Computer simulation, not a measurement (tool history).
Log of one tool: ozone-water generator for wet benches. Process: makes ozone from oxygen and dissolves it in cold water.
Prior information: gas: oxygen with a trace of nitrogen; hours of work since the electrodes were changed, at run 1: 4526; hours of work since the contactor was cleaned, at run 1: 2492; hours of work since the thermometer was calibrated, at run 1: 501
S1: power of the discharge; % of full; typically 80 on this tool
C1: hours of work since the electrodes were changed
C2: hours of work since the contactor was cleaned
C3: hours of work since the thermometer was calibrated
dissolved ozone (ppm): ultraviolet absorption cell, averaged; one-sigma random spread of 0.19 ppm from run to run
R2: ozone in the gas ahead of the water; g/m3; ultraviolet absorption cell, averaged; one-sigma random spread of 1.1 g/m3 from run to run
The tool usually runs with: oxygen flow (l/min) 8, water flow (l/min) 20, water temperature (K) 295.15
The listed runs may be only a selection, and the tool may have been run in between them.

Run 1, hour 0: usual settings; C1 4526; C2 2492; C3 501. Result: dissolved ozone (ppm) 22, R2 159.7 g/m3.
Run 2, hour 95.7: usual settings; C1 4609; C2 2575; C3 584. Result: dissolved ozone (ppm) 21.8, R2 158.4 g/m3.
Run 3, hour 225.6: usual settings; C1 4722; C2 2688; C3 697. Result: dissolved ozone (ppm) 21.5, R2 157.6 g/m3.
Run 4, hour 297.2: usual settings; C1 4785; C2 2751; C3 759. Result: dissolved ozone (ppm) 21.9, R2 157.3 g/m3.
Run 5, hour 391: usual settings; C1 4866; C2 2832; C3 841. Result: dissolved ozone (ppm) 21.9, R2 155.5 g/m3.
Run 6, hour 504.6: usual settings; C1 4965; C2 2931; C3 940. Result: dissolved ozone (ppm) 21.3, R2 157 g/m3.
Run 7, hour 623: usual settings; C1 5068; C2 3034; C3 1043. Result: dissolved ozone (ppm) 21.6, R2 156.3 g/m3.
Run 8, hour 726.6: usual settings but oxygen flow (l/min) 8.43; C1 5159; C2 3125; C3 1133. Result: dissolved ozone (ppm) 21.2, R2 150.9 g/m3.
Run 9, hour 868.3: usual settings; C1 5282; C2 3248; C3 1257. Result: dissolved ozone (ppm) 21.1, R2 156.3 g/m3.
Run 10, hour 1020.5: usual settings but oxygen flow (l/min) 12.06; C1 5415; C2 3381; C3 1389. Result: dissolved ozone (ppm) 19.7, R2 122.1 g/m3.
Run 11, hour 1092.4: usual settings but water flow (l/min) 16; C1 5477; C2 3443; C3 1452. Result: dissolved ozone (ppm) 23.6, R2 154.3 g/m3.
Run 12, hour 1191.9: usual settings but water flow (l/min) 16; C1 5564; C2 3530; C3 1539. Result: dissolved ozone (ppm) 23.2, R2 154.4 g/m3.
At hour 1201.8: water thermometer calibrated.
Run 13, hour 1324.3: usual settings but water flow (l/min) 16; C1 5679; C2 3645; C3 107. Result: dissolved ozone (ppm) 23.3, R2 152.9 g/m3.
At hour 1398.1: contactor cleaned.
Run 14, hour 1402.2: usual settings but water flow (l/min) 16; C1 5743; C2 4; C3 171. Result: dissolved ozone (ppm) 24.2, R2 151.2 g/m3.
Run 15, hour 1481.2: usual settings but water flow (l/min) 16; C1 5812; C2 72; C3 240. Result: dissolved ozone (ppm) 24.1, R2 151.2 g/m3.
Run 16, hour 1545.9: usual settings but water flow (l/min) 16; C1 5868; C2 129; C3 296. Result: dissolved ozone (ppm) 23.9, R2 150.4 g/m3.
Run 17, hour 1671.4: usual settings but water flow (l/min) 16; C1 5978; C2 238; C3 405. Result: dissolved ozone (ppm) 24, R2 151.2 g/m3.
Run 18, hour 1745.6: usual settings but water flow (l/min) 16; C1 6042; C2 303; C3 470. Result: dissolved ozone (ppm) 24.1, R2 149.7 g/m3.
At hour 1811: water thermometer calibrated, once more.
Run 19, hour 1839.3: usual settings but water flow (l/min) 16; C1 6123; C2 384; C3 25. Result: dissolved ozone (ppm) 23.5, R2 151.7 g/m3.
Run 20, hour 1981.2: usual settings but water flow (l/min) 24, water temperature (K) 301.15; C1 6247; C2 507; C3 148. Result: dissolved ozone (ppm) 17, R2 150.2 g/m3.
Run 21, hour 2081.9: usual settings but S1 81 % of full, oxygen flow (l/min) 13.86, water flow (l/min) 24, water temperature (K) 301.15; C1 6335; C2 595; C3 236. Result: dissolved ozone (ppm) 15.4, R2 111.9 g/m3.
Run 22, hour 2179.3: usual settings but S1 81 % of full, oxygen flow (l/min) 13.86, water flow (l/min) 24, water temperature (K) 301.15; C1 6419; C2 680; C3 321. Result: dissolved ozone (ppm) 15.3, R2 111.4 g/m3.
Run 23, hour 2296.2: usual settings but oxygen flow (l/min) 6.06, water flow (l/min) 28; C1 6521; C2 782; C3 422. Result: dissolved ozone (ppm) 17, R2 172.4 g/m3.
Run 24, hour 2396.9: usual settings but S1 87 % of full, oxygen flow (l/min) 9.62; C1 6609; C2 869; C3 510. Result: dissolved ozone (ppm) 21.5, R2 140.5 g/m3.
Run 25, hour 2541.1: usual settings but S1 87 % of full, oxygen flow (l/min) 9.62; C1 6735; C2 995; C3 636. Result: dissolved ozone (ppm) 21.4, R2 141 g/m3.
Run 26, hour 2650.9: usual settings but S1 94 % of full, oxygen flow (l/min) 7.17, water flow (l/min) 21, water temperature (K) 289.15; C1 6830; C2 1091; C3 731. Result: dissolved ozone (ppm) 25, R2 174 g/m3.
Run 27, hour 2726.5: usual settings but water temperature (K) 289.15; C1 6896; C2 1156; C3 797. Result: dissolved ozone (ppm) 22.5, R2 146.4 g/m3.
Run 28, hour 2851.8: usual settings but S1 44 % of full, oxygen flow (l/min) 9.87, water flow (l/min) 16, water temperature (K) 296.15; C1 7005; C2 1266; C3 906. Result: dissolved ozone (ppm) 13.5, R2 84.1 g/m3.
Run 29, hour 2929.2: usual settings but S1 55 % of full, oxygen flow (l/min) 12.56, water temperature (K) 288.15; C1 7072; C2 1333; C3 974. Result: dissolved ozone (ppm) 16.4, R2 86.6 g/m3.
Run 30, hour 3017: usual settings but S1 44 % of full, oxygen flow (l/min) 12.56, water temperature (K) 288.15; C1 7149; C2 1409; C3 1050. Result: dissolved ozone (ppm) 14, R2 73.9 g/m3.
Run 31, hour 3106.7: usual settings but S1 44 % of full, oxygen flow (l/min) 12.56, water temperature (K) 288.15; C1 7227; C2 1488; C3 1128. Result: dissolved ozone (ppm) 14, R2 74.2 g/m3.
Run 32, hour 3180.4: usual settings but S1 42 % of full, oxygen flow (l/min) 6.75, water flow (l/min) 19, water temperature (K) 298.15; C1 7291; C2 1552; C3 1193. Result: dissolved ozone (ppm) 12.6, R2 98.7 g/m3.
Run 33, hour 3269.9: usual settings but S1 42 % of full, oxygen flow (l/min) 6.75, water flow (l/min) 19, water temperature (K) 298.15; C1 7369; C2 1630; C3 1271. Result: dissolved ozone (ppm) 12.4, R2 99.4 g/m3.
Run 34, hour 3418.3: usual settings but S1 52 % of full, oxygen flow (l/min) 6.75, water flow (l/min) 13, water temperature (K) 301.15; C1 7498; C2 1759; C3 1400. Result: dissolved ozone (ppm) 16.2, R2 114 g/m3.

3 options for the next run, each taken on its own from the tool as it stands now. Forecast them:
Run A, hour 3532.1: usual settings but S1 60 % of full, water flow (l/min) 29, water temperature (K) 289.15; C1 7598; C2 1858; C3 1499. Result: dissolved ozone (ppm) ?, R2 ?.
Run B, hour 3532.1: usual settings but S1 67 % of full, water flow (l/min) 26, water temperature (K) 294.15; C1 7598; C2 1858; C3 1499. Result: dissolved ozone (ppm) ?, R2 ?.
Run C, hour 3532.1: usual settings but oxygen flow (l/min) 4.21, water flow (l/min) 13, water temperature (K) 289.15; C1 7598; C2 1858; C3 1499. Result: dissolved ozone (ppm) ?, R2 ?.

run  dissolved ozone (ppm)     R2
  A                   13.9    115
  B                   15.2  124.8
  C                   29.3  200.6
Without the tool's hidden state the same runs would have given:
run  dissolved ozone (ppm)     R2
  A                   17.6  142.3
  B                   19.6  157.7
  C                   38.9  262.3
